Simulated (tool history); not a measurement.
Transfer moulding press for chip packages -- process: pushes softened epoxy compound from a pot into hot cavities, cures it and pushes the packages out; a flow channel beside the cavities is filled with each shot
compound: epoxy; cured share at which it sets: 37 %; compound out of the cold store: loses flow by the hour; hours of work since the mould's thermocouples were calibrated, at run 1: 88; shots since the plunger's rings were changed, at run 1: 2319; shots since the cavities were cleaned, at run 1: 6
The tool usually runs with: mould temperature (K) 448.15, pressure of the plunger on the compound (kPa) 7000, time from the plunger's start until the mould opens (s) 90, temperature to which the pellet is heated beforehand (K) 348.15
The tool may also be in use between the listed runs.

| run | hour | mould temperature (K) | pressure of the plunger on the compound (kPa) | time from the plunger's start until the mould opens (s) | temperature to which the pellet is heated beforehand (K) | hours of work since the mould's thermocouples were calibrated | shots since the plunger's rings were changed | shots since the cavities were cleaned | incoming compound's hours out of the cold store | length that the compound runs in the flow channel (mm) | greatest force on the pins that push the packages out (N) |
|---|---|---|---|---|---|---|---|---|---|---|---|
| 1 | 0.0 | 448.15 | 7000 | 90 | 348.15 | 88 | 2319 | 6 | 28.8 | 802 | 432 |
| 2 | 13.1 | 448.15 | 7000 | 90 | 348.15 | 94 | 2427 | 114 | 39.6 | 769 | 464 |
| 3 | 34.5 | 448.15 | 7000 | 90 | 339.15 | 104 | 2603 | 290 | 34.4 | 771 | 523 |
| 4 | 47.4 | 448.15 | 7000 | 90 | 339.15 | 110 | 2709 | 396 | 22.3 | 826 | 549 |
|  | 66.2 | cavities cleaned with cleaning compound and waxed |
| 5 | 75.8 | 448.15 | 7000 | 90 | 339.15 | 122 | 2931 | 79 | 16.4 | 860 | 477 |
| 6 | 100.9 | 448.15 | 7000 | 90 | 339.15 | 134 | 3138 | 286 | 44.1 | 737 | 509 |
| 7 | 125.4 | 448.15 | 7000 | 90 | 339.15 | 145 | 3340 | 488 | 35.6 | 773 | 551 |
|  | 132.3 | cavities cleaned with cleaning compound and waxed |
| 8 | 155.7 | 448.15 | 7000 | 90 | 348.15 | 158 | 3577 | 193 | 24.2 | 812 | 502 |
| 9 | 176.6 | 445.15 | 7000 | 90 | 348.15 | 168 | 3749 | 365 | 42.3 | 735 | 618 |
| 10 | 193.1 | 445.15 | 7000 | 90 | 348.15 | 175 | 3886 | 502 | 11.8 | 879 | 716 |
|  | 199.2 | cavities cleaned with cleaning compound and waxed |
| 11 | 218.0 | 445.15 | 7000 | 90 | 348.15 | 186 | 4078 | 154 | 21.0 | 825 | 575 |
| 12 | 233.7 | 448.15 | 7000 | 90 | 348.15 | 193 | 4207 | 283 | 44.9 | 731 | 505 |
| 13 | 256.4 | 448.15 | 7000 | 90 | 348.15 | 204 | 4395 | 471 | 22.1 | 803 | 567 |
|  | 264.8 | cavities cleaned with cleaning compound and waxed |
| 14 | 280.2 | 448.15 | 7000 | 90 | 348.15 | 214 | 4579 | 127 | 47.4 | 695 | 465 |
| 15 | 293.3 | 448.15 | 7000 | 90 | 348.15 | 220 | 4686 | 234 | 20.5 | 809 | 510 |
| 16 | 315.1 | 456.15 | 5810 | 86 | 358.15 | 230 | 4866 | 414 | 10.7 | 732 | 438 |
|  | 327.5 | plunger's sealing rings changed |
|  | 333.8 | cavities cleaned with cleaning compound and waxed |
| 17 | 349.5 | 455.15 | 7000 | 90 | 355.15 | 244 | 169 | 129 | 28.2 | 817 | 389 |
| 18 | 366.8 | 455.15 | 7000 | 90 | 355.15 | 252 | 312 | 272 | 11.4 | 884 | 417 |
| 19 | 394.7 | 452.15 | 8230 | 115 | 340.15 | 265 | 542 | 502 | 40.0 | 833 | 436 |
|  | 399.2 | cavities cleaned with cleaning compound and waxed |
| 20 | 416.4 | 448.15 | 7000 | 87 | 348.15 | 274 | 708 | 141 | 34.7 | 802 | 500 |
| 21 | 433.7 | 448.15 | 7000 | 87 | 348.15 | 282 | 851 | 284 | 26.1 | 840 | 558 |
| 22 | 453.3 | 448.15 | 7000 | 126 | 348.15 | 291 | 1012 | 445 | 47.0 | 751 | 423 |
|  | 464.9 | cavities cleaned with cleaning compound and waxed |
| 23 | 482.7 | 448.15 | 7000 | 126 | 348.15 | 304 | 1243 | 147 | 38.9 | 784 | 383 |
| 24 | 513.1 | 454.15 | 7000 | 102 | 348.15 | 318 | 1493 | 397 | 11.9 | 878 | 433 |
|  | 516.6 | mould's thermocouples calibrated |
|  | 533.1 | cavities cleaned with cleaning compound and waxed |
| 25 | 534.3 | 448.15 | 7000 | 92 | 346.15 | 7 | 1638 | 9 | 29.3 | 828 | 443 |
| 26 | 549.8 | 448.15 | 5780 | 120 | 348.15 | 15 | 1766 | 137 | 13.2 | 807 | 394 |
| 27 | 576.7 | 452.15 | 5780 | 120 | 346.15 | 27 | 1988 | 359 | 12.6 | 794 | 424 |
|  | 598.6 | cavities cleaned with cleaning compound and waxed |
| 28 | 603.1 | 454.15 | 6420 | 90 | 348.15 | 38 | 2193 | 37 | 30.7 | 746 | 360 |

3 ways to go on from here, each from the tool as it stands after run 28. What would each give?
| A | 616.6 | 448.15 | 7000 | 117 | 348.15 | 45 | 2304 | 148 | 19.9 | ? | ? |
| B | 616.6 | 454.15 | 6030 | 90 | 348.15 | 45 | 2304 | 148 | 22.8 | ? | ? |
| C | 616.6 | 449.15 | 6420 | 77 | 345.15 | 45 | 2304 | 148 | 31.5 | ? | ? |

| run | length that the compound runs in the flow channel (mm) | greatest force on the pins that push the packages out (N) |
|---|---|---|
| A | 851 | 402 |
| B | 761 | 416 |
| C | 761 | 651 |
Had the tool no hidden state, the same runs would have come out as:
| run | length that the compound runs in the flow channel (mm) | greatest force on the pins that push the packages out (N) |
|---|---|---|
| A | 886 | 347 |
| B | 793 | 359 |
| C | 792 | 559 |

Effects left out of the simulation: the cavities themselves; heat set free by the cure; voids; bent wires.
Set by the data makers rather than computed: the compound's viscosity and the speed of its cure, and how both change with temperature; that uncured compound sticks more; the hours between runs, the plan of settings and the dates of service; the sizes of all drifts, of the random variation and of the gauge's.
